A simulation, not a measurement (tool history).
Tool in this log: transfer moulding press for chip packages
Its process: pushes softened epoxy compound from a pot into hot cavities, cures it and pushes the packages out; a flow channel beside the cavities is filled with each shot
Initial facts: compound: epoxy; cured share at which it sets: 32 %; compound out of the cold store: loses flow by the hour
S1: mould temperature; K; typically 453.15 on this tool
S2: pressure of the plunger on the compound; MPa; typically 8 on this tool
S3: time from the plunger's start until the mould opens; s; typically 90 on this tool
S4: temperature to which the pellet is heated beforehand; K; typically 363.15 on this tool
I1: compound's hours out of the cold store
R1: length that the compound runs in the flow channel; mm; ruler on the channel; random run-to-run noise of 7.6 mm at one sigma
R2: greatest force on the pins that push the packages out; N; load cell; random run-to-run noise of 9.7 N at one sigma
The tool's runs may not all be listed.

run 1 hour=0 | S1=453.15 S2=8 S3=90 S4=363.15 | I1=30.1 | R1=865 R2=933
run 2 hour=4.5 | S1=453.15 S2=8 S3=90 S4=363.15 | I1=46.8 | R1=792 R2=884
run 3 hour=11.5 | S1=453.15 S2=8 S3=90 S4=363.15 | I1=13.3 | R1=963 R2=1007
run 4 hour=17.9 | S1=453.15 S2=8 S3=90 S4=363.15 | I1=28.2 | R1=893 R2=967
run 5 hour=21.7 | S1=453.15 S2=8 S3=90 S4=363.15 | I1=26.2 | R1=895 R2=1021
run 6 hour=26.4 | S1=453.15 S2=8 S3=122 S4=363.15 | I1=18.4 | R1=919 R2=800
run 7 hour=34.4 | S1=453.15 S2=8 S3=122 S4=363.15 | I1=47.7 | R1=778 R2=796
run 8 hour=41.4 | S1=453.15 S2=8 S3=90 S4=363.15 | I1=25.5 | R1=897 R2=977
run 9 hour=46.1 | S1=453.15 S2=8 S3=90 S4=363.15 | I1=23.6 | R1=897 R2=1026
-- hour=54.2 cavities cleaned with cleaning compound and waxed
run 10 hour=55.9 | S1=453.15 S2=8 S3=90 S4=363.15 | I1=16.7 | R1=934 R2=1222
run 11 hour=60.5 | S1=453.15 S2=8 S3=90 S4=363.15 | I1=30.7 | R1=877 R2=1151
run 12 hour=64.3 | S1=448.15 S2=8 S3=90 S4=363.15 | I1=28 | R1=883 R2=1550
run 13 hour=68.2 | S1=454.15 S2=8 S3=90 S4=363.15 | I1=16.3 | R1=944 R2=1112
run 14 hour=72.6 | S1=454.15 S2=8 S3=90 S4=363.15 | I1=11.7 | R1=960 R2=1146
run 15 hour=79.9 | S1=453.15 S2=8 S3=100 S4=363.15 | I1=13.2 | R1=953 R2=1001
run 16 hour=87.2 | S1=452.15 S2=6.22 S3=73 S4=362.15 | I1=39.4 | R1=728 R2=1675
-- hour=90.8 cavities cleaned with cleaning compound and waxed, once more
run 17 hour=94.4 | S1=452.15 S2=6.22 S3=73 S4=362.15 | I1=44.4 | R1=700 R2=770
run 18 hour=99.4 | S1=452.15 S2=6.22 S3=73 S4=362.15 | I1=18.7 | R1=815 R2=954
-- hour=104 plunger's sealing rings changed
run 19 hour=110.2 | S1=452.15 S2=6.22 S3=73 S4=362.15 | I1=15.4 | R1=903 R2=1105
run 20 hour=118.7 | S1=453.15 S2=6.2 S3=123 S4=363.15 | I1=46.3 | R1=747 R2=580

For run 21, what comes out?
run 21 hour=125.1 | S1=446.15 S2=6.96 S3=90 S4=363.15 | I1=19.8 | R1=? R2=?

{"run 21": {"R1": 941, "R2": 1292}}
The same run, on a tool lacking any hidden state, would have yielded R1 945 mm, R2 755 N.

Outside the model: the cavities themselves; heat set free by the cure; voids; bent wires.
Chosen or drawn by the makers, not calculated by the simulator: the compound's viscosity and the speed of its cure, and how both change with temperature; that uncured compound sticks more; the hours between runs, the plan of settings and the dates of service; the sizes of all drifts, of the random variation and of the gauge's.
